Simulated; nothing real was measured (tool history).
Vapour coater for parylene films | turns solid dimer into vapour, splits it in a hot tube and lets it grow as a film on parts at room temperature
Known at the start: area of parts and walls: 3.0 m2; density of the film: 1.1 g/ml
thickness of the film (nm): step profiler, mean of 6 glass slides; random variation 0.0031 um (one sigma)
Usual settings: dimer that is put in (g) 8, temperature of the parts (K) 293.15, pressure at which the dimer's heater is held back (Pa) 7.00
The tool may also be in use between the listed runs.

run   hour  dimer that is put in (g)  temperature of the parts (K)  pressure at which the dimer's heater is held back (Pa)  thickness of the film (nm)
  1    0.0                         8                        293.15                                                    7.00                        1572
  2   18.5                         8                        293.15                                                    7.00                        1571
  3   37.8                         8                        293.15                                                    7.00                        1570
  4   49.6                         8                        293.15                                                    7.00                        1564
  5   59.8                         8                        293.15                                                    7.00                        1568
  6   76.1                         8                        293.15                                                    7.00                        1565
  7   95.6                         8                        293.15                                                    7.00                        1568
  8  116.4                         8                        293.15                                                    7.00                        1569
  9  133.5                         8                        293.15                                                    7.00                        1569
 10  154.4                         8                        293.15                                                    2.06                        1930
 11  168.9                         8                        293.15                                                    2.06                        1929
 12  179.9                         9                        293.15                                                    2.85                        2056
 13  200.8                         8                        300.15                                                    7.00                        1166
 14  220.0                         8                        300.15                                                    7.00                        1166
 15  235.0                         8                        300.15                                                   10.12                        1095
 16  251.1                         3                        290.15                                                    8.33                         642
 17  269.4                         3                        290.15                                                    8.33                         644
 18  285.4                         3                        290.15                                                    8.33                         640
 19  299.7                        10                        290.15                                                    2.42                        2648
 20  310.9                        10                        290.15                                                    2.42                        2652
 21  322.9                        10                        288.15                                                    2.42                        2849

Forecast each of these 3 alternatives for the next run:
  A  340.3                        10                        291.15                                                    2.42                           ?
  B  340.3                         8                        293.15                                                    2.52                           ?
  C  340.3                        10                        288.15                                                    6.68                           ?

run  thickness of the film (nm)
  A                        2542
  B                        1855
  C                        2420
Without the tool's hidden state the same runs would have given:
run  thickness of the film (nm)
  A                        2627
  B                        1916
  C                        2500
